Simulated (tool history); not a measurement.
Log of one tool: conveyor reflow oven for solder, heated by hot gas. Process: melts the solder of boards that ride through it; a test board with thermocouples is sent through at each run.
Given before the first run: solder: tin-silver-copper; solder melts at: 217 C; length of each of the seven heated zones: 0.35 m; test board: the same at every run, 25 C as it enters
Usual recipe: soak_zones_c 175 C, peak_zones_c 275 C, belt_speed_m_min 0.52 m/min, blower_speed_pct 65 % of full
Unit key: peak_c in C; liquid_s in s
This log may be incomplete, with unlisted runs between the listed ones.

run,hour,soak_zones_c,peak_zones_c,belt_speed_m_min,blower_speed_pct,peak_c,liquid_s
1,0,175,275,0.52,65,257.8,65.1
# hour 54.9: thermocouples of zones 6 and 7 changed
2,98.1,175,275,0.52,65,256.9,64.8
3,157.1,175,275,0.52,65,257,64.2
4,210.2,175,266,0.52,65,249.2,58.3
5,293.9,182,275,0.52,65,258.1,68.1
# hour 346.2: flux residue cleaned out of gas plates and filters
6,377.7,175,275,0.52,65,257.5,65.1
7,469.3,175,275,0.52,65,257.3,64.5
8,571.3,175,275,0.52,65,257.3,64.7
9,639.2,175,275,0.52,65,257.2,64.9
# hour 705.2: flux residue cleaned out of gas plates and filters
10,715,184,267,0.464,65,256.2,77.8
11,785.5,163,267,0.493,65,250.9,59.4
# hour 835.3: thermocouples of zones 6 and 7 changed
12,877.8,163,267,0.505,79,253.5,61.5
13,969.9,163,267,0.505,79,253,61.4
# hour 1064.4: flux residue cleaned out of gas plates and filters
14,1067.8,189,278,0.534,83,267.2,75.2
15,1121.5,189,278,0.534,83,267.1,75.1
16,1191.4,186,278,0.534,83,266.1,73.8
# hour 1216.9: belt drive overhauled, speed set with a stopwatch
17,1262.8,186,278,0.534,83,265.5,71.5
18,1317.3,186,278,0.534,83,265.4,71.5

What if the next run were any one of these 4? Each begins from the tool's condition after run 18:
A,1398.5,184,290,0.534,83,?,?
B,1398.5,186,268,0.593,83,?,?
C,1398.5,177,278,0.534,84,?,?
D,1398.5,186,278,0.534,72,?,?

run,peak_c,liquid_s
A,275.5,75.2
B,253.4,58
C,263.8,67.6
D,262.5,69.7
Take away the tool's hidden state, keep each run's random variation, and the runs would have read:
run,peak_c,liquid_s
A,276.2,75.2
B,254,58.5
C,264.4,67.9
D,262.9,69.9
